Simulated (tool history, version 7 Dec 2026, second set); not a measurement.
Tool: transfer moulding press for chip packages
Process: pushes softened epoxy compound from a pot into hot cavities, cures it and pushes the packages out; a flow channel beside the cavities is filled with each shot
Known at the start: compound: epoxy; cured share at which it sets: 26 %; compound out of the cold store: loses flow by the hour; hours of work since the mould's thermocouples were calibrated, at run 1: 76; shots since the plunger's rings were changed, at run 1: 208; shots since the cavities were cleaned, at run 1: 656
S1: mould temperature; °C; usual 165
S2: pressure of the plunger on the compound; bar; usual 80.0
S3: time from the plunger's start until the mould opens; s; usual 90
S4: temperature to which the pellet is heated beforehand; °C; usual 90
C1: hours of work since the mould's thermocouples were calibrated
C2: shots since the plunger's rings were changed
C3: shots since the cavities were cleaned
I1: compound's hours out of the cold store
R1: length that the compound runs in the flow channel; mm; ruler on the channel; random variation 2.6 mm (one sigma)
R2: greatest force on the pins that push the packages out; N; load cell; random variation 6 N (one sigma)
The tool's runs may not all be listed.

{"run": 1, "hour": 0.0, "S1": 165, "S2": 80.0, "S3": 90, "S4": 90, "C1": 76, "C2": 208, "C3": 656, "I1": 18.5, "R1": 594, "R2": 299}
{"hour": 26.0, "done": "cavities cleaned with cleaning compound and waxed"}
{"run": 2, "hour": 28.4, "S1": 165, "S2": 80.0, "S3": 90, "S4": 90, "C1": 91, "C2": 486, "C3": 25, "I1": 33.2, "R1": 543, "R2": 243}
{"run": 3, "hour": 55.2, "S1": 165, "S2": 80.0, "S3": 90, "S4": 90, "C1": 106, "C2": 763, "C3": 302, "I1": 30.4, "R1": 548, "R2": 267}
{"run": 4, "hour": 104.3, "S1": 165, "S2": 80.0, "S3": 90, "S4": 90, "C1": 134, "C2": 1271, "C3": 810, "I1": 32.4, "R1": 538, "R2": 309}
{"hour": 118.9, "done": "cavities cleaned with cleaning compound and waxed"}
{"run": 5, "hour": 127.4, "S1": 165, "S2": 80.0, "S3": 90, "S4": 90, "C1": 146, "C2": 1494, "C3": 88, "I1": 43.5, "R1": 505, "R2": 236}
{"run": 6, "hour": 175.6, "S1": 165, "S2": 80.0, "S3": 90, "S4": 90, "C1": 174, "C2": 1993, "C3": 587, "I1": 11.1, "R1": 598, "R2": 297}
{"hour": 210.9, "done": "cavities cleaned with cleaning compound and waxed"}
{"run": 7, "hour": 213.3, "S1": 165, "S2": 80.0, "S3": 90, "S4": 90, "C1": 194, "C2": 2366, "C3": 25, "I1": 39.4, "R1": 508, "R2": 226}
{"hour": 235.8, "done": "plunger's sealing rings changed"}
{"run": 8, "hour": 255.6, "S1": 165, "S2": 80.0, "S3": 90, "S4": 90, "C1": 216, "C2": 205, "C3": 437, "I1": 13.6, "R1": 612, "R2": 287}
{"hour": 303.6, "done": "cavities cleaned with cleaning compound and waxed"}
{"run": 9, "hour": 305.8, "S1": 165, "S2": 80.0, "S3": 90, "S4": 90, "C1": 244, "C2": 708, "C3": 23, "I1": 33.0, "R1": 543, "R2": 226}
{"run": 10, "hour": 327.4, "S1": 165, "S2": 80.0, "S3": 90, "S4": 90, "C1": 256, "C2": 931, "C3": 246, "I1": 9.4, "R1": 617, "R2": 250}
{"run": 11, "hour": 359.8, "S1": 165, "S2": 80.0, "S3": 90, "S4": 99, "C1": 274, "C2": 1265, "C3": 580, "I1": 34.8, "R1": 524, "R2": 286}
{"run": 12, "hour": 381.5, "S1": 165, "S2": 80.0, "S3": 90, "S4": 99, "C1": 287, "C2": 1490, "C3": 805, "I1": 17.6, "R1": 576, "R2": 311}
{"hour": 392.1, "done": "cavities cleaned with cleaning compound and waxed"}
{"run": 13, "hour": 435.5, "S1": 165, "S2": 80.0, "S3": 90, "S4": 99, "C1": 316, "C2": 2032, "C3": 448, "I1": 41.7, "R1": 500, "R2": 271}
{"hour": 483.7, "done": "cavities cleaned with cleaning compound and waxed"}
{"run": 14, "hour": 483.7, "S1": 165, "S2": 80.0, "S3": 90, "S4": 99, "C1": 343, "C2": 2514, "C3": 0, "I1": 40.2, "R1": 503, "R2": 226}
{"hour": 495.0, "done": "plunger's sealing rings changed"}
{"run": 15, "hour": 534.9, "S1": 165, "S2": 80.0, "S3": 90, "S4": 90, "C1": 370, "C2": 412, "C3": 504, "I1": 10.5, "R1": 617, "R2": 302}
{"run": 16, "hour": 567.1, "S1": 165, "S2": 69.5, "S3": 90, "S4": 90, "C1": 388, "C2": 745, "C3": 837, "I1": 47.9, "R1": 465, "R2": 307}
{"hour": 576.9, "done": "cavities cleaned with cleaning compound and waxed"}
{"run": 17, "hour": 602.4, "S1": 158, "S2": 88.0, "S3": 90, "S4": 90, "C1": 407, "C2": 1094, "C3": 263, "I1": 12.8, "R1": 663, "R2": 431}
{"run": 18, "hour": 630.4, "S1": 160, "S2": 88.0, "S3": 90, "S4": 90, "C1": 423, "C2": 1384, "C3": 553, "I1": 42.3, "R1": 553, "R2": 377}
{"hour": 666.8, "done": "cavities cleaned with cleaning compound and waxed"}
{"run": 19, "hour": 676.7, "S1": 160, "S2": 88.0, "S3": 90, "S4": 90, "C1": 448, "C2": 1846, "C3": 102, "I1": 17.1, "R1": 622, "R2": 346}
{"run": 20, "hour": 715.0, "S1": 160, "S2": 91.1, "S3": 87, "S4": 91, "C1": 470, "C2": 2242, "C3": 498, "I1": 14.6, "R1": 642, "R2": 427}

The next listed run, before its measurement:
{"run": 21, "hour": 745.7, "S1": 159, "S2": 63.8, "S3": 78, "S4": 83, "C1": 487, "C2": 2560, "C3": 816, "I1": 15.5, "R1": "?", "R2": "?"}

Run 21 gave R1 537 mm, R2 643 N.
Without the tool's hidden state the same run would have given R1 561 mm, R2 428 N.

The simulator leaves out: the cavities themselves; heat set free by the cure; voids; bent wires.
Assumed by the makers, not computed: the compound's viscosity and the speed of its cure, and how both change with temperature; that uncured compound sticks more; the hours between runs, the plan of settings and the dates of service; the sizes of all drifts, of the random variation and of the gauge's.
